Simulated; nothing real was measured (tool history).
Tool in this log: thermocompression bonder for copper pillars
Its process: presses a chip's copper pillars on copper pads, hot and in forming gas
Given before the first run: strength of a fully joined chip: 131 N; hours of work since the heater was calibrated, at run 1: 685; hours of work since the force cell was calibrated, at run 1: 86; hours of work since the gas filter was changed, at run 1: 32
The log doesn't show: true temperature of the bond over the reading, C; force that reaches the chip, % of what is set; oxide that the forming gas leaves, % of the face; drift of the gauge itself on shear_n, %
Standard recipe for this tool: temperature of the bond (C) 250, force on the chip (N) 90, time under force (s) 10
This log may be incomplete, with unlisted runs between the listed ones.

run,hour,temperature of the bond (C),force on the chip (N),time under force (s),hours of work since the heater was calibrated,hours of work since the force cell was calibrated,hours of work since the gas filter was changed,force that shears a chip off (N)
1,0,250,90,10,685,86,32,88.5
2,11.1,250,90,10,690,91,37,88.2
3,26.2,250,90,10,697,97,44,88.2
4,43.6,250,90,10,705,105,52,88.6
# hour 50.6: heater calibrated with a thermocouple chip
5,61.9,250,90,10,5,113,59,94
6,72.9,278,90,10,10,118,64,112.8
7,83.6,278,90,10,15,123,69,110.1
8,93.2,278,90,10,19,127,73,111.3
9,108.1,265,74,10,26,134,80,97.5
10,124.6,260,90,10,34,142,88,99.9
11,138.3,236,82,15,40,148,94,82
12,157.2,234,130,6,49,156,103,78
13,176.7,234,130,6,58,165,111,79.2
14,194.2,239,55,26,66,173,119,83.5

Here are 4 independent what-if runs from the current tool condition. What would each one return?
A,208.6,259,90,23,72,180,126,?
B,208.6,231,116,11,72,180,126,?
C,208.6,231,102,15,72,180,126,?
D,208.6,239,55,13,72,180,126,?

run,force that shears a chip off (N)
A,109.1
B,82.3
C,84
D,69.3
What these runs would have given with no unlogged condition in the tool:
run,force that shears a chip off (N)
A,117.8
B,88.9
C,90.7
D,74.8

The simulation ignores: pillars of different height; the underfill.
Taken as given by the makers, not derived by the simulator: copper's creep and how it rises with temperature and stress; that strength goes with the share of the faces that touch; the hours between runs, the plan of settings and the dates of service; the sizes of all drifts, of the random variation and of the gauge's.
